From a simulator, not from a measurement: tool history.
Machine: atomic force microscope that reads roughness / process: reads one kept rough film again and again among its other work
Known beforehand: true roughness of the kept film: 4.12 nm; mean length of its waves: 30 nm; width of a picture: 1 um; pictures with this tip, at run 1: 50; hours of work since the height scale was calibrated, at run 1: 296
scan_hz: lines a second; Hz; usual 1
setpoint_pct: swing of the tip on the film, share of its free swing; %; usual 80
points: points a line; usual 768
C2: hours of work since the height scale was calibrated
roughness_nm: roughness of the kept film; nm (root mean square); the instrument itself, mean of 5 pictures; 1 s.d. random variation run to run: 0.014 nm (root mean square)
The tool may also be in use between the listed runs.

Run 1, hour 0: usual settings; pictures with this tip 50; C2 296. Result: roughness_nm 3.105 nm (root mean square).
Run 2, hour 40.4: usual settings but points 563; pictures with this tip 107; C2 314. Result: roughness_nm 2.845 nm (root mean square).
Run 3, hour 98.2: usual settings but scan_hz 1.06 Hz; pictures with this tip 189; C2 339. Result: roughness_nm 2.589 nm (root mean square).
At hour 119.6: new tip fitted.
Run 4, hour 133.6: usual settings but scan_hz 1.06 Hz; pictures with this tip 20; C2 355. Result: roughness_nm 3.251 nm (root mean square).
Run 5, hour 167.6: usual settings but scan_hz 0.68 Hz; pictures with this tip 68; C2 370. Result: roughness_nm 3.113 nm (root mean square).
Run 6, hour 216.6: usual settings but scan_hz 0.68 Hz; pictures with this tip 137; C2 391. Result: roughness_nm 2.833 nm (root mean square).
At hour 270.2: new tip fitted.
Run 7, hour 273.2: usual settings but scan_hz 2.07 Hz; pictures with this tip 4; C2 416. Result: roughness_nm 3.162 nm (root mean square).
Run 8, hour 326.7: usual settings but scan_hz 2.07 Hz; pictures with this tip 80; C2 440. Result: roughness_nm 2.801 nm (root mean square).
Run 9, hour 379.7: usual settings but scan_hz 2.07 Hz; pictures with this tip 154; C2 463. Result: roughness_nm 2.564 nm (root mean square).
At hour 420.5: new tip fitted.
Run 10, hour 421.3: usual settings but scan_hz 1.56 Hz; pictures with this tip 1; C2 482. Result: roughness_nm 3.27 nm (root mean square).
Run 11, hour 471.1: usual settings but scan_hz 2.9 Hz; pictures with this tip 71; C2 504. Result: roughness_nm 2.779 nm (root mean square).
Run 12, hour 527.9: usual settings but scan_hz 0.56 Hz; pictures with this tip 152; C2 529. Result: roughness_nm 2.855 nm (root mean square).
At hour 571.9: new tip fitted.
Run 13, hour 579.9: usual settings but points 528; pictures with this tip 11; C2 552. Result: roughness_nm 3.288 nm (root mean square).
Run 14, hour 634.4: usual settings but points 528; pictures with this tip 88; C2 576. Result: roughness_nm 2.944 nm (root mean square).
Run 15, hour 667.2: usual settings but setpoint_pct 59 %; pictures with this tip 134; C2 590. Result: roughness_nm 2.894 nm (root mean square).
Run 16, hour 703.1: usual settings but setpoint_pct 56 %; pictures with this tip 185; C2 606. Result: roughness_nm 2.727 nm (root mean square).
At hour 725.4: new tip fitted.
Run 17, hour 748.3: usual settings; pictures with this tip 32; C2 626. Result: roughness_nm 3.231 nm (root mean square).
Run 18, hour 802.8: usual settings but scan_hz 3.73 Hz; pictures with this tip 109; C2 650. Result: roughness_nm 2.484 nm (root mean square).
Run 19, hour 842.9: usual settings but scan_hz 0.57 Hz, setpoint_pct 58 %, points 443; pictures with this tip 166; C2 668. Result: roughness_nm 2.849 nm (root mean square).
At hour 876.9: new tip fitted.
Run 20, hour 884.2: usual settings but scan_hz 3.47 Hz, setpoint_pct 63 %, points 443; pictures with this tip 10; C2 686. Result: roughness_nm 3.263 nm (root mean square).
Run 21, hour 916.2: usual settings but scan_hz 0.6 Hz, setpoint_pct 82 %, points 583; pictures with this tip 55; C2 700. Result: roughness_nm 3.208 nm (root mean square).
Run 22, hour 950.2: usual settings but scan_hz 0.6 Hz, setpoint_pct 65 %, points 384; pictures with this tip 103; C2 715. Result: roughness_nm 3.049 nm (root mean square).
At hour 953.9: height scale calibrated on a step standard.
Run 23, hour 1010.4: usual settings but scan_hz 0.98 Hz, setpoint_pct 73 %, points 374; pictures with this tip 187; C2 25. Result: roughness_nm 2.655 nm (root mean square).
At hour 1029.9: new tip fitted.
Run 24, hour 1066.7: usual settings but scan_hz 0.98 Hz, setpoint_pct 83 %, points 258; pictures with this tip 52; C2 50. Result: roughness_nm 2.982 nm (root mean square).
Run 25, hour 1110: usual settings but scan_hz 3.73 Hz, setpoint_pct 81 %, points 404; pictures with this tip 113; C2 69. Result: roughness_nm 2.398 nm (root mean square).
Run 26, hour 1150.3: usual settings but scan_hz 0.7 Hz, points 309; pictures with this tip 170; C2 87. Result: roughness_nm 2.655 nm (root mean square).
At hour 1182.3: new tip fitted.
Run 27, hour 1203.8: usual settings but scan_hz 0.95 Hz, setpoint_pct 63 %, points 309; pictures with this tip 30; C2 110. Result: roughness_nm 3.314 nm (root mean square).
At hour 1250.9: height scale calibrated on a step standard, once more.
Run 28, hour 1268.3: usual settings but scan_hz 0.98 Hz, setpoint_pct 82 %, points 800; pictures with this tip 119; C2 8. Result: roughness_nm 2.838 nm (root mean square).
Run 29, hour 1312.5: usual settings but scan_hz 0.9 Hz, setpoint_pct 88 %, points 282; pictures with this tip 182; C2 27. Result: roughness_nm 2.564 nm (root mean square).
At hour 1337.3: new tip fitted.
Run 30, hour 1360.8: usual settings but scan_hz 1.13 Hz, setpoint_pct 77 %, points 376; pictures with this tip 33; C2 48. Result: roughness_nm 3.199 nm (root mean square).
Run 31, hour 1393.1: usual settings but scan_hz 2.42 Hz, setpoint_pct 77 %, points 809; pictures with this tip 79; C2 63. Result: roughness_nm 2.839 nm (root mean square).
Run 32, hour 1442.9: usual settings but scan_hz 0.61 Hz, setpoint_pct 89 %; pictures with this tip 149; C2 85. Result: roughness_nm 2.769 nm (root mean square).
At hour 1490.4: new tip fitted.
Run 33, hour 1493.2: usual settings but scan_hz 0.58 Hz, setpoint_pct 65 %, points 369; pictures with this tip 4; C2 107. Result: roughness_nm 3.51 nm (root mean square).

A few steps of roughness_nm between consecutive runs. Split each: what settings, incoming material and random variation would produce without the hidden state, and what is left over for the hidden state, along with gauge scatter present in only one of the two compared results (measured, and without hidden state):
Hidden conditions of the tool in this case: radius of the tip, nm; height scale over the true one, %; drift of the gauge itself on roughness_nm, %.
Run 3 -> 4: new tip fitted. roughness_nm +0.662 nm (root mean square): hidden state +0.679, all else -0.017.
Run 9 -> 10: scan_hz 2.07 -> 1.56, new tip fitted. roughness_nm +0.706 nm (root mean square): hidden state +0.626, all else +0.08.
Run 16 -> 17: setpoint_pct 56 -> 80, new tip fitted. roughness_nm +0.504 nm (root mean square): hidden state +0.636, all else -0.132.
Run 17 -> 18: scan_hz 1 -> 3.73. roughness_nm -0.747 nm (root mean square): hidden state -0.232, all else -0.515.
Run 19 -> 20: scan_hz 0.57 -> 3.47, setpoint_pct 58 -> 63, new tip fitted. roughness_nm +0.414 nm (root mean square): hidden state +0.681, all else -0.267.
Run 32 -> 33: scan_hz 0.61 -> 0.58, setpoint_pct 89 -> 65, points 768 -> 369, new tip fitted. roughness_nm +0.741 nm (root mean square): hidden state +0.624, all else +0.117.
